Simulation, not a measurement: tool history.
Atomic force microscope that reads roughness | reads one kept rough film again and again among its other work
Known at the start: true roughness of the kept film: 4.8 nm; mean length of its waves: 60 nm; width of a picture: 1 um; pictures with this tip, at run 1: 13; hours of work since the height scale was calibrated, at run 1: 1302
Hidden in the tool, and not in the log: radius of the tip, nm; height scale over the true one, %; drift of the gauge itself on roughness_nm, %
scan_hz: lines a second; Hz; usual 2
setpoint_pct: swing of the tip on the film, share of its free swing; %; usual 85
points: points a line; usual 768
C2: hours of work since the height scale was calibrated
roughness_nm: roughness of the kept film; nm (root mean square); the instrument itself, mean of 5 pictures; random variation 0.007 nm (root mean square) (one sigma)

run 1 hour=0 | scan_hz=2 setpoint_pct=85 points=768 | pictures_with_this_tip=13 C2=1302 | roughness_nm=3.858
run 2 hour=37.9 | scan_hz=2 setpoint_pct=85 points=768 | pictures_with_this_tip=66 C2=1320 | roughness_nm=3.861
run 3 hour=96 | scan_hz=2 setpoint_pct=85 points=768 | pictures_with_this_tip=148 C2=1348 | roughness_nm=3.868
run 4 hour=140.3 | scan_hz=2 setpoint_pct=85 points=768 | pictures_with_this_tip=210 C2=1369 | roughness_nm=3.858
run 5 hour=184.2 | scan_hz=2 setpoint_pct=85 points=768 | pictures_with_this_tip=272 C2=1391 | roughness_nm=3.849
-- hour=191.3 new tip fitted
run 6 hour=221.7 | scan_hz=2 setpoint_pct=85 points=768 | pictures_with_this_tip=43 C2=1408 | roughness_nm=3.858
run 7 hour=254.6 | scan_hz=1.14 setpoint_pct=85 points=768 | pictures_with_this_tip=89 C2=1424 | roughness_nm=4.185
run 8 hour=296.8 | scan_hz=2 setpoint_pct=85 points=457 | pictures_with_this_tip=149 C2=1444 | roughness_nm=3.847
run 9 hour=351.7 | scan_hz=2 setpoint_pct=85 points=457 | pictures_with_this_tip=226 C2=1471 | roughness_nm=3.848
-- hour=388.2 new tip fitted
run 10 hour=422.2 | scan_hz=1.31 setpoint_pct=85 points=457 | pictures_with_this_tip=48 C2=1505 | roughness_nm=4.112
run 11 hour=463.2 | scan_hz=1.31 setpoint_pct=85 points=457 | pictures_with_this_tip=105 C2=1524 | roughness_nm=4.104
run 12 hour=503.6 | scan_hz=2 setpoint_pct=85 points=514 | pictures_with_this_tip=162 C2=1544 | roughness_nm=3.859
run 13 hour=535.8 | scan_hz=2 setpoint_pct=85 points=514 | pictures_with_this_tip=207 C2=1559 | roughness_nm=3.86
-- hour=587.2 new tip fitted
run 14 hour=603.2 | scan_hz=2 setpoint_pct=85 points=514 | pictures_with_this_tip=22 C2=1591 | roughness_nm=3.874
run 15 hour=664.7 | scan_hz=2 setpoint_pct=85 points=768 | pictures_with_this_tip=109 C2=1621 | roughness_nm=3.86
-- hour=714.1 height scale calibrated on a step standard
run 16 hour=724.1 | scan_hz=2 setpoint_pct=85 points=768 | pictures_with_this_tip=191 C2=5 | roughness_nm=3.859
-- hour=786.2 new tip fitted
run 17 hour=787.2 | scan_hz=2 setpoint_pct=85 points=768 | pictures_with_this_tip=1 C2=35 | roughness_nm=3.86
run 18 hour=852.4 | scan_hz=2 setpoint_pct=85 points=768 | pictures_with_this_tip=93 C2=66 | roughness_nm=3.867
run 19 hour=898.2 | scan_hz=2 setpoint_pct=78 points=768 | pictures_with_this_tip=158 C2=88 | roughness_nm=4.062
run 20 hour=932.1 | scan_hz=2 setpoint_pct=85 points=768 | pictures_with_this_tip=205 C2=105 | roughness_nm=3.85
-- hour=985.8 new tip fitted
run 21 hour=1002.4 | scan_hz=2 setpoint_pct=85 points=546 | pictures_with_this_tip=24 C2=138 | roughness_nm=3.857
run 22 hour=1058.7 | scan_hz=2 setpoint_pct=85 points=546 | pictures_with_this_tip=103 C2=165 | roughness_nm=3.863
run 23 hour=1098.7 | scan_hz=2 setpoint_pct=60 points=548 | pictures_with_this_tip=159 C2=184 | roughness_nm=4.437
run 24 hour=1162.4 | scan_hz=2 setpoint_pct=60 points=548 | pictures_with_this_tip=249 C2=215 | roughness_nm=4.428
-- hour=1182.7 new tip fitted
run 25 hour=1197.7 | scan_hz=2 setpoint_pct=60 points=548 | pictures_with_this_tip=21 C2=232 | roughness_nm=4.427
run 26 hour=1253.3 | scan_hz=2 setpoint_pct=66 points=837 | pictures_with_this_tip=99 C2=259 | roughness_nm=4.337
run 27 hour=1320.5 | scan_hz=1.11 setpoint_pct=85 points=511 | pictures_with_this_tip=194 C2=291 | roughness_nm=4.177
-- hour=1381.8 new tip fitted
run 28 hour=1387 | scan_hz=2 setpoint_pct=55 points=523 | pictures_with_this_tip=7 C2=323 | roughness_nm=4.502
run 29 hour=1442 | scan_hz=0.75 setpoint_pct=76 points=311 | pictures_with_this_tip=85 C2=349 | roughness_nm=4.444
run 30 hour=1510.3 | scan_hz=0.75 setpoint_pct=76 points=311 | pictures_with_this_tip=181 C2=382 | roughness_nm=4.423
-- hour=1579.1 new tip fitted
run 31 hour=1579.1 | scan_hz=0.75 setpoint_pct=76 points=311 | pictures_with_this_tip=0 C2=415 | roughness_nm=4.439
run 32 hour=1630.1 | scan_hz=2 setpoint_pct=63 points=768 | pictures_with_this_tip=72 C2=439 | roughness_nm=4.402
run 33 hour=1683 | scan_hz=2 setpoint_pct=85 points=404 | pictures_with_this_tip=146 C2=465 | roughness_nm=3.844
run 34 hour=1740.9 | scan_hz=2 setpoint_pct=85 points=404 | pictures_with_this_tip=228 C2=493 | roughness_nm=3.867
-- hour=1777.2 new tip fitted
run 35 hour=1777.2 | scan_hz=2 setpoint_pct=85 points=404 | pictures_with_this_tip=0 C2=510 | roughness_nm=3.854
run 36 hour=1815.9 | scan_hz=2.88 setpoint_pct=72 points=908 | pictures_with_this_tip=55 C2=528 | roughness_nm=4.038
run 37 hour=1846.8 | scan_hz=2 setpoint_pct=57 points=768 | pictures_with_this_tip=98 C2=543 | roughness_nm=4.48
run 38 hour=1915.9 | scan_hz=2.81 setpoint_pct=83 points=768 | pictures_with_this_tip=195 C2=576 | roughness_nm=3.683
run 39 hour=1970.9 | scan_hz=1.02 setpoint_pct=85 points=299 | pictures_with_this_tip=273 C2=603 | roughness_nm=4.206
-- hour=1976.1 new tip fitted
run 40 hour=2005.3 | scan_hz=1.02 setpoint_pct=85 points=299 | pictures_with_this_tip=41 C2=619 | roughness_nm=4.207
run 41 hour=2076.7 | scan_hz=2 setpoint_pct=85 points=1014 | pictures_with_this_tip=142 C2=653 | roughness_nm=3.841

The same runs without the tool's hidden state, with the same run-to-run variation:
run=1 roughness_nm=3.853
run=2 roughness_nm=3.858
run=3 roughness_nm=3.868
run=4 roughness_nm=3.859
run=5 roughness_nm=3.852
run=6 roughness_nm=3.854
run=7 roughness_nm=4.183
run=8 roughness_nm=3.847
run=9 roughness_nm=3.85
run=10 roughness_nm=4.108
run=11 roughness_nm=4.102
run=12 roughness_nm=3.859
run=13 roughness_nm=3.862
run=14 roughness_nm=3.869
run=15 roughness_nm=3.858
run=16 roughness_nm=3.865
run=17 roughness_nm=3.861
run=18 roughness_nm=3.87
run=19 roughness_nm=4.067
run=20 roughness_nm=3.856
run=21 roughness_nm=3.858
run=22 roughness_nm=3.866
run=23 roughness_nm=4.444
run=24 roughness_nm=4.437
run=25 roughness_nm=4.428
run=26 roughness_nm=4.34
run=27 roughness_nm=4.183
run=28 roughness_nm=4.501
run=29 roughness_nm=4.447
run=30 roughness_nm=4.43
run=31 roughness_nm=4.438
run=32 roughness_nm=4.403
run=33 roughness_nm=3.848
run=34 roughness_nm=3.874
run=35 roughness_nm=3.853
run=36 roughness_nm=4.038
run=37 roughness_nm=4.482
run=38 roughness_nm=3.687
run=39 roughness_nm=4.213
run=40 roughness_nm=4.206
run=41 roughness_nm=3.844
